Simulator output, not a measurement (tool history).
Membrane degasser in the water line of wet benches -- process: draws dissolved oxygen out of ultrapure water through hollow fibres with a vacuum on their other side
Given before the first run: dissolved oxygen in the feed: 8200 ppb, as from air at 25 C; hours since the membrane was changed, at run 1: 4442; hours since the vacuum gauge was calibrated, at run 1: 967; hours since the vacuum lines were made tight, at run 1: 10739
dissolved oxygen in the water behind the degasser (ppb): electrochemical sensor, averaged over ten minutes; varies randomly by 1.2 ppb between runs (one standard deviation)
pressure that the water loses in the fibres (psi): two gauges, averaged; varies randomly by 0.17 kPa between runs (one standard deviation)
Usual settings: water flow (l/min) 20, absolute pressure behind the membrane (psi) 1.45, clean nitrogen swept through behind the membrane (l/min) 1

run	day	water flow (l/min)	absolute pressure behind the membrane (psi)	clean nitrogen swept through behind the membrane (l/min)	hours since the membrane was changed	hours since the vacuum gauge was calibrated	hours since the vacuum lines were made tight	dissolved oxygen in the water behind the degasser (ppb)	pressure that the water loses in the fibres (psi)
1	0	20	1.45	1	4442	967	10739	305.2	4.444
2	7.362	20	1.45	1	4618	1143	10916	310.2	4.428
3	11.742	20	1.45	1	4723	1249	11021	307	4.318
4	19.888	20	1.7	1	4919	1444	11217	379.3	4.421
5	25.471	20	1.7	1	5053	1578	11351	382.1	4.429
6	33.362	20	1.02	1	5242	1767	11540	180.4	4.413
7	40.754	20	1.02	1	5420	1945	11717	178.7	4.448
8	46.9	20	1.02	1	5567	2092	11865	180.8	4.412
9	52.988	20	1.02	1	5713	2238	12011	180.3	4.53
10	59.833	20	1.02	1	5878	2403	12175	180.5	4.496
11	65.421	20	1.45	1	6012	2537	12309	311.4	4.458
12	69.775	20	1.45	1	6116	2641	12414	311.9	4.416
13	75.867	20	1.45	1	6262	2788	12560	312.7	4.496
14	81.167	27	0.93	1.48	6390	2915	12687	152.8	6.099
15	84.804	27	0.93	1.48	6477	3002	12775	152.7	6.07
16	88.917	27	0.93	1.48	6576	3101	12873	151	6.055

Forecast run 17:
# day 89.467: vacuum gauge calibrated
17	96.162	27	0.93	1.48	6749	161	13047	?	?

{"run 17": {"dissolved oxygen in the water behind the degasser (ppb)": 154.5, "pressure that the water loses in the fibres (psi)": 6.11}}
The same run, on a tool lacking any hidden state, would have yielded dissolved oxygen in the water behind the degasser (ppb) 138.6, pressure that the water loses in the fibres (psi) 5.838.

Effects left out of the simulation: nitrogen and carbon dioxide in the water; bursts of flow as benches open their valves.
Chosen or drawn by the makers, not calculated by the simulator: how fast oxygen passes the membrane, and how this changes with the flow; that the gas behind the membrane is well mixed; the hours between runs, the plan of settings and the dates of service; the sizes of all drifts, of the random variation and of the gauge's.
